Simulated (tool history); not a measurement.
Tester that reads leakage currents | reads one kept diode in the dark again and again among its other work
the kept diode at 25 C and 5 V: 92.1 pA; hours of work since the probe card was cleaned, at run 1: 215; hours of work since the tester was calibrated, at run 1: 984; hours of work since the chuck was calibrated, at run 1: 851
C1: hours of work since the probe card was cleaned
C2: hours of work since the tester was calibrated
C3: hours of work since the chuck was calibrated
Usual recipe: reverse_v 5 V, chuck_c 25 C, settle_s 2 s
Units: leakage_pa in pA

{"run": 1, "day": 0.0, "reverse_v": 5, "chuck_c": 25, "settle_s": 2, "C1": 215, "C2": 984, "C3": 851, "leakage_pa": 95.87}
{"run": 2, "day": 0.883, "reverse_v": 5, "chuck_c": 25, "settle_s": 0.4, "C1": 225, "C2": 994, "C3": 861, "leakage_pa": 97.99}
{"run": 3, "day": 1.75, "reverse_v": 5, "chuck_c": 25, "settle_s": 6.41, "C1": 235, "C2": 1003, "C3": 871, "leakage_pa": 95}
{"run": 4, "day": 2.979, "reverse_v": 5, "chuck_c": 25, "settle_s": 1.87, "C1": 248, "C2": 1017, "C3": 884, "leakage_pa": 95.1}
{"run": 5, "day": 4.088, "reverse_v": 5, "chuck_c": 25, "settle_s": 2, "C1": 260, "C2": 1029, "C3": 896, "leakage_pa": 95.97}
{"run": 6, "day": 6.017, "reverse_v": 5, "chuck_c": 25, "settle_s": 2, "C1": 282, "C2": 1050, "C3": 918, "leakage_pa": 96.23}
{"run": 7, "day": 7.583, "reverse_v": 5, "chuck_c": 25, "settle_s": 2, "C1": 299, "C2": 1068, "C3": 935, "leakage_pa": 96.22}
{"run": 8, "day": 8.533, "reverse_v": 5, "chuck_c": 25, "settle_s": 2, "C1": 310, "C2": 1078, "C3": 945, "leakage_pa": 95.99}
{"run": 9, "day": 9.583, "reverse_v": 5, "chuck_c": 25, "settle_s": 2, "C1": 321, "C2": 1090, "C3": 957, "leakage_pa": 95.98}
{"run": 10, "day": 11.575, "reverse_v": 5, "chuck_c": 25, "settle_s": 2, "C1": 343, "C2": 1112, "C3": 979, "leakage_pa": 96}
{"run": 11, "day": 13.217, "reverse_v": 5, "chuck_c": 25, "settle_s": 2, "C1": 361, "C2": 1130, "C3": 997, "leakage_pa": 96.26}
{"run": 12, "day": 14.321, "reverse_v": 5, "chuck_c": 55, "settle_s": 2, "C1": 373, "C2": 1142, "C3": 1009, "leakage_pa": 921.52}
{"run": 13, "day": 15.3, "reverse_v": 5, "chuck_c": 21, "settle_s": 2, "C1": 384, "C2": 1153, "C3": 1020, "leakage_pa": 69.13}
{"run": 14, "day": 17.162, "reverse_v": 2.95, "chuck_c": 33, "settle_s": 0.68, "C1": 405, "C2": 1173, "C3": 1041, "leakage_pa": 136.8}
{"run": 15, "day": 18.833, "reverse_v": 2.95, "chuck_c": 33, "settle_s": 0.68, "C1": 423, "C2": 1192, "C3": 1059, "leakage_pa": 136.03}
{"run": 16, "day": 20.512, "reverse_v": 2.51, "chuck_c": 25, "settle_s": 0.97, "C1": 442, "C2": 1210, "C3": 1078, "leakage_pa": 65.37}
{"day": 20.771, "done": "chuck's temperature calibrated"}
{"run": 17, "day": 21.967, "reverse_v": 1.1, "chuck_c": 25, "settle_s": 2.94, "C1": 457, "C2": 1225, "C3": 13, "leakage_pa": 41.13}
{"run": 18, "day": 23.233, "reverse_v": 2.31, "chuck_c": 25, "settle_s": 2.94, "C1": 471, "C2": 1239, "C3": 27, "leakage_pa": 62.58}
{"run": 19, "day": 24.117, "reverse_v": 2.31, "chuck_c": 51, "settle_s": 2.37, "C1": 481, "C2": 1249, "C3": 37, "leakage_pa": 453.28}
{"run": 20, "day": 25.167, "reverse_v": 2.31, "chuck_c": 51, "settle_s": 2.37, "C1": 492, "C2": 1261, "C3": 49, "leakage_pa": 454.12}
{"run": 21, "day": 26.238, "reverse_v": 12.42, "chuck_c": 46, "settle_s": 2.18, "C1": 504, "C2": 1272, "C3": 60, "leakage_pa": 829.38}
{"run": 22, "day": 27.767, "reverse_v": 8.34, "chuck_c": 25, "settle_s": 4.09, "C1": 521, "C2": 1289, "C3": 77, "leakage_pa": 130.42}
{"day": 29.621, "done": "chuck's temperature calibrated, once more"}
{"run": 23, "day": 29.933, "reverse_v": 1.62, "chuck_c": 20, "settle_s": 0.72, "C1": 544, "C2": 1312, "C3": 3, "leakage_pa": 32.76}
{"run": 24, "day": 30.842, "reverse_v": 12.49, "chuck_c": 25, "settle_s": 1.16, "C1": 554, "C2": 1322, "C3": 13, "leakage_pa": 161.15}
{"run": 25, "day": 32.579, "reverse_v": 9.92, "chuck_c": 25, "settle_s": 0.73, "C1": 573, "C2": 1342, "C3": 33, "leakage_pa": 142.28}

5 ways to go on from here, each from the tool as it stands after run 25. What would each give?
{"run": "A", "day": 33.717, "reverse_v": 5.56, "chuck_c": 25, "settle_s": 3.66, "C1": 586, "C2": 1354, "C3": 45, "leakage_pa": "?"}
{"run": "B", "day": 33.717, "reverse_v": 3.14, "chuck_c": 25, "settle_s": 0.73, "C1": 586, "C2": 1354, "C3": 45, "leakage_pa": "?"}
{"run": "C", "day": 33.717, "reverse_v": 9.92, "chuck_c": 25, "settle_s": 0.83, "C1": 586, "C2": 1354, "C3": 45, "leakage_pa": "?"}
{"run": "D", "day": 33.717, "reverse_v": 12.76, "chuck_c": 21, "settle_s": 0.73, "C1": 586, "C2": 1354, "C3": 45, "leakage_pa": "?"}
{"run": "E", "day": 33.717, "reverse_v": 15.71, "chuck_c": 32, "settle_s": 0.46, "C1": 586, "C2": 1354, "C3": 45, "leakage_pa": "?"}

run=A leakage_pa=99.81
run=B leakage_pa=72.7
run=C leakage_pa=141.64
run=D leakage_pa=120.04
run=E leakage_pa=326.76
Without the tool's hidden state the same runs would have given:
run=A leakage_pa=98.5
run=B leakage_pa=72.06
run=C leakage_pa=139.09
run=D leakage_pa=116.39
run=E leakage_pa=323.29
